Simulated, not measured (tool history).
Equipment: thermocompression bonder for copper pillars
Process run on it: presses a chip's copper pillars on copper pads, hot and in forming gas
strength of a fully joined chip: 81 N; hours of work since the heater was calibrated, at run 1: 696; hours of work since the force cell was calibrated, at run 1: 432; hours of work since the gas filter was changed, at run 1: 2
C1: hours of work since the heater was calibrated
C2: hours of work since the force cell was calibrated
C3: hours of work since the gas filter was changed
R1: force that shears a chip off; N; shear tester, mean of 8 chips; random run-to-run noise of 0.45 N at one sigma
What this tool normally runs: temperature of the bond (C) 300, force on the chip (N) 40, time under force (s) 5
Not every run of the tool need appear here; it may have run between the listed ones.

Run 1, hour 0.0: usual settings; C1 696; C2 432; C3 2. Result: R1 38.1 N.
Run 2, hour 10.2: usual settings; C1 703; C2 439; C3 9. Result: R1 37.5 N.
Run 3, hour 20.2: usual settings; C1 710; C2 446; C3 16. Result: R1 37.3 N.
Run 4, hour 31.2: usual settings; C1 718; C2 453; C3 23. Result: R1 37.8 N.
Run 5, hour 43.8: usual settings; C1 727; C2 462; C3 32. Result: R1 37.7 N.
Run 6, hour 55.4: usual settings; C1 735; C2 470; C3 40. Result: R1 37.9 N.
Run 7, hour 68.8: usual settings but force on the chip (N) 33; C1 744; C2 479; C3 49. Result: R1 31.7 N.
Run 8, hour 83.7: usual settings but temperature of the bond (C) 303; C1 754; C2 490; C3 60. Result: R1 38.8 N.
Run 9, hour 90.6: usual settings but force on the chip (N) 50; C1 759; C2 494; C3 65. Result: R1 43.2 N.
Run 10, hour 102.9: usual settings but force on the chip (N) 50; C1 768; C2 503; C3 73. Result: R1 44.0 N.
Run 11, hour 114.4: usual settings but force on the chip (N) 50; C1 776; C2 511; C3 81. Result: R1 43.8 N.
Run 12, hour 128.6: usual settings but force on the chip (N) 50; C1 785; C2 521; C3 91. Result: R1 43.2 N.
Run 13, hour 138.6: usual settings but temperature of the bond (C) 283, force on the chip (N) 56, time under force (s) 4; C1 792; C2 528; C3 98. Result: R1 35.6 N.
Run 14, hour 152.1: usual settings but temperature of the bond (C) 324, force on the chip (N) 26; C1 802; C2 537; C3 107. Result: R1 34.4 N.
Run 15, hour 164.2: usual settings but temperature of the bond (C) 324, force on the chip (N) 26; C1 810; C2 546; C3 116. Result: R1 34.1 N.
Run 16, hour 174.6: usual settings but temperature of the bond (C) 308, force on the chip (N) 25; C1 817; C2 553; C3 123. Result: R1 26.4 N.
Run 17, hour 190.4: usual settings; C1 828; C2 564; C3 134. Result: R1 37.0 N.
Run 18, hour 200.2: usual settings but temperature of the bond (C) 320, force on the chip (N) 34, time under force (s) 3; C1 835; C2 571; C3 141. Result: R1 33.7 N.
Run 19, hour 215.2: usual settings but temperature of the bond (C) 293, force on the chip (N) 60, time under force (s) 11; C1 846; C2 581; C3 151. Result: R1 57.4 N.
Run 20, hour 224.8: usual settings but temperature of the bond (C) 293, force on the chip (N) 60, time under force (s) 11; C1 852; C2 588; C3 158. Result: R1 56.4 N.
Run 21, hour 235.1: usual settings but temperature of the bond (C) 325, force on the chip (N) 60, time under force (s) 11; C1 859; C2 595; C3 165. Result: R1 71.1 N.
Run 22, hour 248.5: usual settings but temperature of the bond (C) 315, force on the chip (N) 30, time under force (s) 14; C1 869; C2 604; C3 174. Result: R1 49.0 N.
Run 23, hour 260.2: usual settings but temperature of the bond (C) 317; C1 877; C2 612; C3 182. Result: R1 43.3 N.
Run 24, hour 272.0: usual settings but temperature of the bond (C) 317; C1 885; C2 620; C3 190. Result: R1 43.3 N.

Per-run results on a tool with no hidden state, each run keeping its own random variation:
The tool's hidden condition here consists of: true temperature of the bond over the reading, C; force that reaches the chip, % of what is set; oxide that the forming gas leaves, % of the face; drift of the gauge itself on shear_n, %.
run    R1
  1  42.0
  2  41.5
  3  41.4
  4  42.1
  5  42.0
  6  42.3
  7  35.8
  8  43.5
  9  48.1
 10  49.1
 11  49.0
 12  48.6
 13  40.8
 14  39.1
 15  38.9
 16  30.8
 17  42.6
 18  38.9
 19  63.9
 20  62.9
 21  76.1
 22  55.7
 23  49.8
 24  49.9
